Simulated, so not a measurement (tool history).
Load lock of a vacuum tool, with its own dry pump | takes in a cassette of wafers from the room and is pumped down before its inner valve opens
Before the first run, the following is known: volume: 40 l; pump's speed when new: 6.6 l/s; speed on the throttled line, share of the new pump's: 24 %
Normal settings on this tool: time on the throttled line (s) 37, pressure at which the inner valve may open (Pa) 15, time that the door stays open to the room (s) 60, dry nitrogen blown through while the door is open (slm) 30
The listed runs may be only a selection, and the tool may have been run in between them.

run    hour  time on the throttled line (s)  pressure at which the inner valve may open (Pa)  time that the door stays open to the room (s)  dry nitrogen blown through while the door is open (slm)  incoming humidity of the room's air, %  time from the closed door until the inner valve may open (s)  rise of the pressure with all valves shut (Pa/min)
  1     0.0                              37                                               15                                             60                                                       30                                    42.6                                                          83.8                                               0.023
  2   161.7                              37                                               15                                             60                                                       30                                    47.0                                                          83.2                                               0.032
  3   316.3                              37                                               15                                             60                                                        6                                    45.7                                                          83.6                                               0.050
  4   507.6                              37                                               15                                             60                                                        6                                    43.4                                                          84.3                                               0.047
  5   630.7                              19                                               15                                             60                                                        6                                    42.5                                                          69.9                                               0.045
  6   821.4                              19                                               15                                             60                                                        6                                    42.0                                                          70.4                                               0.048
  7   918.0                              19                                               15                                             60                                                        6                                    46.4                                                          71.1                                               0.051
  8  1085.5                              37                                               15                                             60                                                       30                                    42.9                                                          84.0                                               0.034
  9  1265.1                              37                                               15                                             60                                                        9                                    42.7                                                          84.3                                               0.047
 10  1460.6                              37                                               15                                             60                                                        9                                    44.3                                                          84.7                                               0.044
 11  1603.0                              37                                               15                                             60                                                        9                                    44.0                                                          84.8                                               0.046
 12  1728.3                              37                                               15                                             82                                                        8                                    42.4                                                          84.0                                               0.048
 13  1829.1                              37                                               15                                             82                                                        8                                    44.4                                                          83.3                                               0.056
 14  1941.1                              37                                               15                                             82                                                        8                                    44.4                                                          84.7                                               0.047
 15  2023.5                              37                                               15                                             82                                                        6                                    45.7                                                          85.0                                               0.058
 16  2172.7                              37                                               15                                             30                                                       13                                    40.2                                                          84.2                                               0.041
 17  2333.6                              37                                               26                                             60                                                       30                                    44.5                                                          80.3                                               0.040
 18  2456.0                              28                                               13                                             95                                                       30                                    45.2                                                          78.3                                               0.038
 19  2623.1                              28                                               20                                             95                                                       30                                    42.3                                                          76.2                                               0.043

Measured result minus the same run's result without the hidden state. Both carry the same run-to-run variation, though not necessarily the same gauge scatter:
Hidden state present: pump's speed, % of a new pump's; leak at the door's seal, Pa l/s; drift of the gauge itself on ready_s, %; drift of the gauge itself on rise_pa_min, %.
run  time from the closed door until the inner valve may open (s)  rise of the pressure with all valves shut (Pa/min)
  1                                                          +1.4                                              +0.007
  2                                                          +1.4                                              +0.006
  3                                                          +1.3                                              +0.007
  4                                                          +1.4                                              +0.008
  5                                                          +1.6                                              +0.009
  6                                                          +1.8                                              +0.010
  7                                                          +1.7                                              +0.009
  8                                                          +1.8                                              +0.010
  9                                                          +1.9                                              +0.011
 10                                                          +1.8                                              +0.012
 11                                                          +1.9                                              +0.012
 12                                                          +2.0                                              +0.013
 13                                                          +2.0                                              +0.014
 14                                                          +2.1                                              +0.014
 15                                                          +2.2                                              +0.014
 16                                                          +2.3                                              +0.015
 17                                                          +2.1                                              +0.016
 18                                                          +2.4                                              +0.016
 19                                                          +2.5                                              +0.017

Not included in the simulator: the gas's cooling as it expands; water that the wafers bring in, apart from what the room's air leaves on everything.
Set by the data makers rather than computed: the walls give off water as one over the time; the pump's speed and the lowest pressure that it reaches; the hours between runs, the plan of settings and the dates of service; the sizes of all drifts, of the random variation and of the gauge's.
